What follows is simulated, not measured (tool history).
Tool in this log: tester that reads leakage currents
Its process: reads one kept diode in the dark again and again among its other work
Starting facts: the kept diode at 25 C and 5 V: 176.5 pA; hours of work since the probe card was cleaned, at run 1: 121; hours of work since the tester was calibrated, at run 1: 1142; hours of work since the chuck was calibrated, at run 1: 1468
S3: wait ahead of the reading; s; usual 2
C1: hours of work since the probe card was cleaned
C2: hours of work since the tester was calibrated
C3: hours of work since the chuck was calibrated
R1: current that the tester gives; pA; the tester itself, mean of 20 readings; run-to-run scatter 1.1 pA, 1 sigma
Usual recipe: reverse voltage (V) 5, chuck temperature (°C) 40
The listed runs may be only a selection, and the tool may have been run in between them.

{"run": 1, "hour": 0.0, "reverse voltage (V)": 5, "chuck temperature (°C)": 40, "S3": 2, "C1": 121, "C2": 1142, "C3": 1468, "R1": 538.14}
{"hour": 106.1, "done": "chuck's temperature calibrated"}
{"run": 2, "hour": 128.4, "reverse voltage (V)": 5, "chuck temperature (°C)": 40, "S3": 2, "C1": 196, "C2": 1217, "C3": 13, "R1": 565.03}
{"run": 3, "hour": 251.8, "reverse voltage (V)": 5, "chuck temperature (°C)": 40, "S3": 2, "C1": 269, "C2": 1290, "C3": 87, "R1": 561.3}
{"run": 4, "hour": 369.2, "reverse voltage (V)": 5, "chuck temperature (°C)": 40, "S3": 2, "C1": 339, "C2": 1360, "C3": 156, "R1": 563.28}
{"run": 5, "hour": 575.0, "reverse voltage (V)": 5, "chuck temperature (°C)": 40, "S3": 2, "C1": 461, "C2": 1482, "C3": 279, "R1": 560.51}
{"run": 6, "hour": 738.7, "reverse voltage (V)": 5, "chuck temperature (°C)": 29, "S3": 2, "C1": 559, "C2": 1579, "C3": 376, "R1": 244.22}
{"run": 7, "hour": 904.9, "reverse voltage (V)": 14.19, "chuck temperature (°C)": 29, "S3": 2, "C1": 657, "C2": 1678, "C3": 475, "R1": 367.3}
{"run": 8, "hour": 1039.8, "reverse voltage (V)": 14.19, "chuck temperature (°C)": 29, "S3": 2, "C1": 737, "C2": 1758, "C3": 555, "R1": 366.15}
{"run": 9, "hour": 1142.1, "reverse voltage (V)": 14.19, "chuck temperature (°C)": 29, "S3": 2, "C1": 798, "C2": 1819, "C3": 616, "R1": 368.44}
{"run": 10, "hour": 1264.5, "reverse voltage (V)": 5, "chuck temperature (°C)": 40, "S3": 2, "C1": 871, "C2": 1892, "C3": 688, "R1": 554.79}
{"run": 11, "hour": 1380.4, "reverse voltage (V)": 5, "chuck temperature (°C)": 40, "S3": 4.11, "C1": 940, "C2": 1961, "C3": 757, "R1": 556.32}
{"run": 12, "hour": 1579.9, "reverse voltage (V)": 1.47, "chuck temperature (°C)": 40, "S3": 2, "C1": 1058, "C2": 2079, "C3": 876, "R1": 345}
{"run": 13, "hour": 1755.9, "reverse voltage (V)": 1.23, "chuck temperature (°C)": 40, "S3": 2, "C1": 1163, "C2": 2184, "C3": 980, "R1": 320.68}
{"run": 14, "hour": 1961.1, "reverse voltage (V)": 5, "chuck temperature (°C)": 41, "S3": 2, "C1": 1285, "C2": 2306, "C3": 1102, "R1": 592.35}
{"run": 15, "hour": 2131.3, "reverse voltage (V)": 5, "chuck temperature (°C)": 41, "S3": 2, "C1": 1386, "C2": 2407, "C3": 1203, "R1": 592.64}
{"hour": 2149.2, "done": "probe card cleaned and baked"}
{"run": 16, "hour": 2339.9, "reverse voltage (V)": 5, "chuck temperature (°C)": 41, "S3": 2, "C1": 113, "C2": 2529, "C3": 1325, "R1": 593.18}
{"run": 17, "hour": 2495.8, "reverse voltage (V)": 2.37, "chuck temperature (°C)": 32, "S3": 3.76, "C1": 206, "C2": 2622, "C3": 1418, "R1": 225.58}
{"run": 18, "hour": 2590.6, "reverse voltage (V)": 2.37, "chuck temperature (°C)": 32, "S3": 3.76, "C1": 262, "C2": 2678, "C3": 1474, "R1": 226.04}
{"hour": 2605.8, "done": "probe card cleaned and baked, once more"}
{"hour": 2685.7, "done": "chuck's temperature calibrated"}
{"run": 19, "hour": 2714.1, "reverse voltage (V)": 1.51, "chuck temperature (°C)": 31, "S3": 1.52, "C1": 63, "C2": 2748, "C3": 17, "R1": 177.89}
{"run": 20, "hour": 2889.3, "reverse voltage (V)": 1.51, "chuck temperature (°C)": 31, "S3": 1.52, "C1": 167, "C2": 2852, "C3": 121, "R1": 177.25}
{"run": 21, "hour": 2981.0, "reverse voltage (V)": 1.51, "chuck temperature (°C)": 31, "S3": 1.52, "C1": 222, "C2": 2907, "C3": 175, "R1": 177.54}
{"run": 22, "hour": 3161.6, "reverse voltage (V)": 1.51, "chuck temperature (°C)": 31, "S3": 5.43, "C1": 329, "C2": 3014, "C3": 283, "R1": 176.83}
{"run": 23, "hour": 3363.9, "reverse voltage (V)": 5, "chuck temperature (°C)": 31, "S3": 2.25, "C1": 449, "C2": 3134, "C3": 403, "R1": 280.01}
{"run": 24, "hour": 3501.4, "reverse voltage (V)": 5, "chuck temperature (°C)": 31, "S3": 2.25, "C1": 531, "C2": 3216, "C3": 485, "R1": 279.76}
{"run": 25, "hour": 3649.4, "reverse voltage (V)": 5, "chuck temperature (°C)": 33, "S3": 6.17, "C1": 619, "C2": 3304, "C3": 573, "R1": 326.05}
{"run": 26, "hour": 3840.2, "reverse voltage (V)": 5, "chuck temperature (°C)": 33, "S3": 6.17, "C1": 732, "C2": 3417, "C3": 686, "R1": 325.41}
{"run": 27, "hour": 3934.9, "reverse voltage (V)": 5, "chuck temperature (°C)": 33, "S3": 6.17, "C1": 788, "C2": 3474, "C3": 742, "R1": 325.89}
{"run": 28, "hour": 4018.5, "reverse voltage (V)": 5.18, "chuck temperature (°C)": 24, "S3": 0.34, "C1": 838, "C2": 3523, "C3": 792, "R1": 165.4}
{"hour": 4082.0, "done": "tester calibrated"}
{"run": 29, "hour": 4221.2, "reverse voltage (V)": 16.88, "chuck temperature (°C)": 42, "S3": 2.08, "C1": 957, "C2": 83, "C3": 911, "R1": 1023.56}
{"run": 30, "hour": 4419.9, "reverse voltage (V)": 18.06, "chuck temperature (°C)": 40, "S3": 2, "C1": 1075, "C2": 201, "C3": 1029, "R1": 911.46}
{"run": 31, "hour": 4530.6, "reverse voltage (V)": 11.32, "chuck temperature (°C)": 29, "S3": 2, "C1": 1141, "C2": 266, "C3": 1095, "R1": 332.92}

Describe how what the log doesn't record of the tool's condition differs between the last listed run preceding each entry between runs and the first listed run following it.
Run 1 -> run 2: chuck's temperature calibrated (hour 106.1)
  stray current of the dirty probe card, pA a volt: 0.111 -> 0.171; current scale over the true one, %: -0.29 -> -0.31; true chuck temperature over the reading, C: -0.5 -> 0.05
  measured less the result without the state, R1: -21.36 -> +0.96 pA
Run 15 -> run 16: probe card cleaned and baked (hour 2149.2)
  stray current of the dirty probe card, pA a volt: 1.164 -> 1.628; current scale over the true one, %: -0.57 -> -0.6; true chuck temperature over the reading, C: -0.35 -> -0.39
  measured less the result without the state, R1: -13.05 -> -12.72 pA
Run 18 -> run 19: probe card cleaned and baked, once more (hour 2605.8); chuck's temperature calibrated (hour 2685.7)
  stray current of the dirty probe card, pA a volt: 1.747 -> 0.071; current scale over the true one, %: -0.63 -> -0.65; true chuck temperature over the reading, C: -0.44 -> -0.04
  measured less the result without the state, R1: -5.1 -> -1.68 pA
Run 28 -> run 29: tester calibrated (hour 4082)
  stray current of the dirty probe card, pA a volt: 0.716 -> 0.82; current scale over the true one, %: -0.83 -> -0.13; true chuck temperature over the reading, C: -0.3 -> -0.34
  measured less the result without the state, R1: -1.73 -> -13.12 pA
